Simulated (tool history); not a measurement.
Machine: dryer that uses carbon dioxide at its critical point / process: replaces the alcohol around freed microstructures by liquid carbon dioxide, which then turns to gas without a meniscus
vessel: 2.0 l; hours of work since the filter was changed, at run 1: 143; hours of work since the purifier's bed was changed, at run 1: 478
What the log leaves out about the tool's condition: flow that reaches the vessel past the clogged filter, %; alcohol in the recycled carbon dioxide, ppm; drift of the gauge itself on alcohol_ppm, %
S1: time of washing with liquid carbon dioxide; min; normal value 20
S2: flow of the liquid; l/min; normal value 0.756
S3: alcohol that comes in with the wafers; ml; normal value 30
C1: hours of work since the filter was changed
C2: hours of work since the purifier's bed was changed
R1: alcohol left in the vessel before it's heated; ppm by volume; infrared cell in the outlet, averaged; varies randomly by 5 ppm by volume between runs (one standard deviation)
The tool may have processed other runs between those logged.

| run | hour | S1 | S2 | S3 | C1 | C2 | R1 |
|---|---|---|---|---|---|---|---|
| 1 | 0.0 | 20 | 0.756 | 30 | 143 | 478 | 70 |
| 2 | 13.3 | 20 | 0.756 | 30 | 153 | 488 | 67 |
| 3 | 32.5 | 31 | 0.756 | 30 | 167 | 502 | 39 |
| 4 | 50.2 | 31 | 0.756 | 30 | 180 | 515 | 31 |
| 5 | 67.4 | 31 | 0.756 | 30 | 192 | 527 | 31 |
| 6 | 81.7 | 31 | 0.756 | 30 | 203 | 538 | 44 |
| 7 | 101.4 | 31 | 0.756 | 30 | 217 | 552 | 38 |
| 8 | 115.4 | 20 | 1.083 | 30 | 227 | 562 | 28 |
| 9 | 129.9 | 20 | 0.756 | 32 | 238 | 573 | 74 |
| 10 | 149.8 | 13 | 0.756 | 30 | 252 | 588 | 365 |
| 11 | 167.9 | 20 | 0.547 | 30 | 266 | 601 | 284 |

Forecast each of these 4 alternatives for the next run:
| A | 184.9 | 28 | 0.865 | 50 | 278 | 613 | ? |
| B | 184.9 | 24 | 0.713 | 33 | 278 | 613 | ? |
| C | 184.9 | 29 | 0.547 | 48 | 278 | 613 | ? |
| D | 184.9 | 23 | 0.547 | 30 | 278 | 613 | ? |

| run | R1 |
|---|---|
| A | 44 |
| B | 51 |
| C | 93 |
| D | 171 |
What these runs would have given with no unlogged condition in the tool:
| run | R1 |
|---|---|
| A | 7 |
| B | 8 |
| C | 37 |
| D | 99 |
